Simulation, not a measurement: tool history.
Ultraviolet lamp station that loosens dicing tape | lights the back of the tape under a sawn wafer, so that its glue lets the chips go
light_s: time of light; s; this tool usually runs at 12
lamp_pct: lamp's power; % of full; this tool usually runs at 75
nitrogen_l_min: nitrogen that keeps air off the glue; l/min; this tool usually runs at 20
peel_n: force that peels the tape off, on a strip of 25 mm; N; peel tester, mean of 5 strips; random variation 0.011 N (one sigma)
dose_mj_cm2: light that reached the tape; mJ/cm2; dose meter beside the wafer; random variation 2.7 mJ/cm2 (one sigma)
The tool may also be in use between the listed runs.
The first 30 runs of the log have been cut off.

run,hour,light_s,lamp_pct,nitrogen_l_min,peel_n,dose_mj_cm2
31,393.5,12,75,6,1.257,352
32,410.5,9,84,40,0.490,297
33,423.8,9,66,24,1.035,233
34,432.3,9,66,24,1.033,234
35,445.4,9,66,24,1.037,229
36,456.3,18,75,13,0.298,525
37,471.5,18,75,13,0.302,532
38,481.0,10,89,13,0.741,345
39,489.7,10,77,20,0.754,300
40,497.6,6,76,20,1.691,180
41,506.2,9,81,21,0.775,286
42,516.2,9,81,21,0.766,286
43,531.7,10,62,34,0.791,239

5 options for the next run, each taken on its own from the tool as it stands now. Forecast them:
A,545.0,12,75,7,?,?
B,545.0,8,70,20,?,?
C,545.0,10,89,7,?,?
D,545.0,12,75,17,?,?
E,545.0,24,69,20,?,?

run,peel_n,dose_mj_cm2
A,1.145,351
B,1.246,218
C,1.112,350
D,0.596,348
E,0.171,643
Had the tool no hidden state, the same runs would have come out as:
run,peel_n,dose_mj_cm2
A,1.141,352
B,1.241,219
C,1.108,351
D,0.593,349
E,0.170,644

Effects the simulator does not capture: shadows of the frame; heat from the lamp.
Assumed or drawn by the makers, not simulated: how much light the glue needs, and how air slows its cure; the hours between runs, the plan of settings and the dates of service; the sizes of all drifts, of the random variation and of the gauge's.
